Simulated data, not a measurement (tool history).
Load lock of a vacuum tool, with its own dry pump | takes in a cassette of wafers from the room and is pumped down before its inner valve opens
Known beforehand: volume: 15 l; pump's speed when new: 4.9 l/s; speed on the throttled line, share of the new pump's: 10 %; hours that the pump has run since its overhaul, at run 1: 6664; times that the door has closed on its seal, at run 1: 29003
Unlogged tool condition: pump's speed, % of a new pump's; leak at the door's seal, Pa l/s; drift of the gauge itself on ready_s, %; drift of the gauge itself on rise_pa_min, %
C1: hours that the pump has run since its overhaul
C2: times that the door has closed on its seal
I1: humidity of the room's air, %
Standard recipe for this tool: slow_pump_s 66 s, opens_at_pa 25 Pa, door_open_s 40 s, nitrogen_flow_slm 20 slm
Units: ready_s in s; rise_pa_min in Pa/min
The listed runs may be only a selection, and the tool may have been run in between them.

Run 1, day 0: usual settings; C1 6664; C2 29003; I1 43.8. Result: ready_s 87.5 s, rise_pa_min 0.191 Pa/min.
Run 2, day 3.983: usual settings; C1 6760; C2 29434; I1 46.3. Result: ready_s 86.9 s, rise_pa_min 0.188 Pa/min.
Run 3, day 9.792: usual settings; C1 6899; C2 30063; I1 42.2. Result: ready_s 87.2 s, rise_pa_min 0.188 Pa/min.
Run 4, day 17.054: usual settings but nitrogen_flow_slm 10 slm; C1 7074; C2 30849; I1 46.4. Result: ready_s 86.9 s, rise_pa_min 0.214 Pa/min.
Run 5, day 23.871: usual settings but nitrogen_flow_slm 10 slm; C1 7237; C2 31587; I1 45.8. Result: ready_s 87.5 s, rise_pa_min 0.22 Pa/min.
Run 6, day 28.733: usual settings but door_open_s 48 s; C1 7354; C2 32113; I1 44.8. Result: ready_s 87 s, rise_pa_min 0.212 Pa/min.
Run 7, day 32.55: usual settings; C1 7446; C2 32526; I1 45.7. Result: ready_s 86.8 s, rise_pa_min 0.212 Pa/min.
Run 8, day 36.738: usual settings but nitrogen_flow_slm 22 slm; C1 7546; C2 32980; I1 45.9. Result: ready_s 87.4 s, rise_pa_min 0.214 Pa/min.
Run 9, day 42.929: usual settings but nitrogen_flow_slm 22 slm; C1 7695; C2 33650; I1 44.4. Result: ready_s 87.3 s, rise_pa_min 0.212 Pa/min.
Run 10, day 49.479: usual settings but nitrogen_flow_slm 22 slm; C1 7852; C2 34359; I1 45.9. Result: ready_s 87.2 s, rise_pa_min 0.223 Pa/min.
Run 11, day 55.125: usual settings but nitrogen_flow_slm 22 slm; C1 7988; C2 34970; I1 44.3. Result: ready_s 87.5 s, rise_pa_min 0.219 Pa/min.
Run 12, day 60.904: usual settings but nitrogen_flow_slm 22 slm; C1 8126; C2 35595; I1 46.7. Result: ready_s 87.3 s, rise_pa_min 0.237 Pa/min.
Run 13, day 65.546: usual settings but nitrogen_flow_slm 22 slm; C1 8238; C2 36098; I1 47.7. Result: ready_s 86.7 s, rise_pa_min 0.236 Pa/min.
Run 14, day 68.996: usual settings but slow_pump_s 84 s, opens_at_pa 46 Pa, nitrogen_flow_slm 9 slm; C1 8320; C2 36472; I1 44.8. Result: ready_s 101.7 s, rise_pa_min 0.25 Pa/min.
Run 15, day 73.004: usual settings but slow_pump_s 84 s, opens_at_pa 23 Pa, door_open_s 34 s, nitrogen_flow_slm 9 slm; C1 8417; C2 36905; I1 47.7. Result: ready_s 104.6 s, rise_pa_min 0.261 Pa/min.
Run 16, day 77.483: usual settings but slow_pump_s 100 s, opens_at_pa 29 Pa, door_open_s 70 s, nitrogen_flow_slm 4 slm; C1 8524; C2 37390; I1 43.7. Result: ready_s 117.7 s, rise_pa_min 0.284 Pa/min.
Run 17, day 81.429: usual settings but slow_pump_s 36 s, opens_at_pa 46 Pa, door_open_s 70 s, nitrogen_flow_slm 9 slm; C1 8619; C2 37817; I1 43.3. Result: ready_s 58.7 s, rise_pa_min 0.276 Pa/min.
Run 18, day 87.183: usual settings but slow_pump_s 36 s, opens_at_pa 46 Pa, door_open_s 70 s, nitrogen_flow_slm 9 slm; C1 8757; C2 38440; I1 41.4. Result: ready_s 58.3 s, rise_pa_min 0.276 Pa/min.
Run 19, day 90.65: usual settings but slow_pump_s 45 s, opens_at_pa 18 Pa, nitrogen_flow_slm 32 slm; C1 8840; C2 38815; I1 44.1. Result: ready_s 70.1 s, rise_pa_min 0.243 Pa/min.
Run 20, day 93.729: usual settings but door_open_s 37 s, nitrogen_flow_slm 6 slm; C1 8914; C2 39149; I1 46. Result: ready_s 87.3 s, rise_pa_min 0.276 Pa/min.
Run 21, day 100.762: usual settings but door_open_s 37 s, nitrogen_flow_slm 6 slm; C1 9083; C2 39910; I1 46.6. Result: ready_s 87.8 s, rise_pa_min 0.293 Pa/min.
Run 22, day 103.796: usual settings but opens_at_pa 19 Pa, door_open_s 39 s, nitrogen_flow_slm 24 slm; C1 9156; C2 40238; I1 45.8. Result: ready_s 87.8 s, rise_pa_min 0.255 Pa/min.
Run 23, day 109.275: usual settings but opens_at_pa 19 Pa, door_open_s 39 s, nitrogen_flow_slm 24 slm; C1 9287; C2 40831; I1 45.6. Result: ready_s 87.7 s, rise_pa_min 0.261 Pa/min.
Run 24, day 113.629: usual settings but slow_pump_s 51 s, opens_at_pa 44 Pa, door_open_s 90 s, nitrogen_flow_slm 11 slm; C1 9392; C2 41303; I1 40.7. Result: ready_s 72.7 s, rise_pa_min 0.301 Pa/min.

What if the next run were any one of these 4? Each begins from the tool's condition after run 24:
Run A, day 117.721: usual settings but slow_pump_s 51 s, opens_at_pa 40 Pa, door_open_s 90 s, nitrogen_flow_slm 6 slm; C1 9490; C2 41746; I1 42.4. Result: ready_s ?, rise_pa_min ?.
Run B, day 117.721: usual settings but slow_pump_s 34 s, door_open_s 121 s, nitrogen_flow_slm 22 slm; C1 9490; C2 41746; I1 42. Result: ready_s ?, rise_pa_min ?.
Run C, day 117.721: usual settings but slow_pump_s 40 s, nitrogen_flow_slm 9 slm; C1 9490; C2 41746; I1 43.1. Result: ready_s ?, rise_pa_min ?.
Run D, day 117.721: usual settings but door_open_s 59 s; C1 9490; C2 41746; I1 45.8. Result: ready_s ?, rise_pa_min ?.

run  ready_s  rise_pa_min
  A     72.8        0.315
  B     58.8        0.291
  C     64.5        0.288
  D     87.2        0.286
Stripped of hidden state, with their random variation kept, the same runs would have yielded:
run  ready_s  rise_pa_min
  A     70.5         0.11
  B     56.1        0.082
  C     61.9         0.08
  D     84.9         0.08
